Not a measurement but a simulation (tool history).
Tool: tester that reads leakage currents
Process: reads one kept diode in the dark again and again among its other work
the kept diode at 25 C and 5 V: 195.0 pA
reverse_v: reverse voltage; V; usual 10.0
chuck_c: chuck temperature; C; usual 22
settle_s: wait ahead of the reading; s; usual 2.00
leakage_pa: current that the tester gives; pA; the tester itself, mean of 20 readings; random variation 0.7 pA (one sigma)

| run | hour | reverse_v | chuck_c | settle_s | leakage_pa |
|---|---|---|---|---|---|
| 1 | 0.0 | 10.0 | 22 | 2.00 | 251.63 |
| 2 | 56.1 | 10.0 | 22 | 2.00 | 252.63 |
| 3 | 96.0 | 10.0 | 35 | 2.00 | 652.34 |
| 4 | 128.0 | 10.0 | 35 | 2.00 | 654.25 |
| 5 | 184.5 | 10.0 | 35 | 2.00 | 658.91 |
| 6 | 217.5 | 10.0 | 35 | 2.00 | 657.78 |
| 7 | 255.1 | 10.0 | 35 | 2.00 | 658.88 |
| 8 | 295.9 | 10.0 | 35 | 2.00 | 661.50 |
| 9 | 323.7 | 10.0 | 22 | 2.00 | 256.91 |
| 10 | 369.2 | 16.3 | 22 | 2.00 | 346.48 |
| 11 | 401.3 | 16.3 | 22 | 2.00 | 347.28 |
| 12 | 449.0 | 1.2 | 22 | 2.00 | 73.16 |
|  | 465.6 | probe card cleaned and baked |
| 13 | 496.3 | 10.0 | 33 | 2.00 | 568.33 |
| 14 | 546.8 | 10.0 | 33 | 2.00 | 571.28 |
| 15 | 589.4 | 10.0 | 33 | 2.00 | 572.31 |
| 16 | 642.0 | 10.0 | 33 | 2.00 | 574.63 |
| 17 | 670.2 | 10.0 | 23 | 2.00 | 271.42 |
| 18 | 718.5 | 10.0 | 23 | 2.00 | 272.95 |
| 19 | 744.7 | 1.7 | 22 | 2.00 | 89.60 |
| 20 | 791.6 | 10.0 | 22 | 2.00 | 253.57 |
| 21 | 831.7 | 2.0 | 33 | 1.11 | 227.57 |
| 22 | 861.9 | 2.0 | 33 | 1.11 | 227.46 |
| 23 | 906.0 | 12.9 | 56 | 0.96 | 3196.20 |
| 24 | 948.1 | 12.9 | 56 | 0.96 | 3192.18 |
| 25 | 993.0 | 8.5 | 22 | 2.00 | 235.47 |
| 26 | 1034.3 | 10.0 | 50 | 1.86 | 1887.03 |
| 27 | 1082.0 | 10.0 | 50 | 2.05 | 1878.49 |
| 28 | 1109.2 | 1.2 | 40 | 1.77 | 280.72 |
| 29 | 1145.8 | 1.2 | 28 | 5.54 | 118.75 |
| 30 | 1170.2 | 2.8 | 41 | 0.64 | 497.88 |
| 31 | 1228.2 | 1.0 | 29 | 0.41 | 115.68 |
| 32 | 1261.6 | 3.4 | 33 | 2.00 | 318.14 |
| 33 | 1316.8 | 13.1 | 28 | 2.00 | 488.71 |
| 34 | 1370.0 | 13.1 | 22 | 1.11 | 309.00 |
| 35 | 1399.1 | 10.0 | 24 | 2.00 | 309.02 |
| 36 | 1445.0 | 10.0 | 24 | 2.00 | 308.77 |
| 37 | 1487.8 | 1.5 | 46 | 2.00 | 492.36 |
| 38 | 1529.6 | 4.1 | 29 | 3.22 | 268.21 |
|  | 1540.9 | chuck's temperature calibrated |
| 39 | 1564.2 | 19.7 | 29 | 3.22 | 594.21 |
| 40 | 1597.1 | 2.5 | 50 | 3.95 | 772.57 |

Forecast each of these 4 alternatives for the next run:
| A | 1644.7 | 10.0 | 22 | 1.15 | ? |
| B | 1644.7 | 10.2 | 32 | 8.02 | ? |
| C | 1644.7 | 10.0 | 51 | 1.11 | ? |
| D | 1644.7 | 1.5 | 25 | 0.59 | ? |

| run | leakage_pa |
|---|---|
| A | 237.28 |
| B | 508.89 |
| C | 1855.81 |
| D | 97.37 |
Without the tool's hidden state the same runs would have given:
| run | leakage_pa |
|---|---|
| A | 233.12 |
| B | 503.41 |
| C | 1845.14 |
| D | 96.42 |

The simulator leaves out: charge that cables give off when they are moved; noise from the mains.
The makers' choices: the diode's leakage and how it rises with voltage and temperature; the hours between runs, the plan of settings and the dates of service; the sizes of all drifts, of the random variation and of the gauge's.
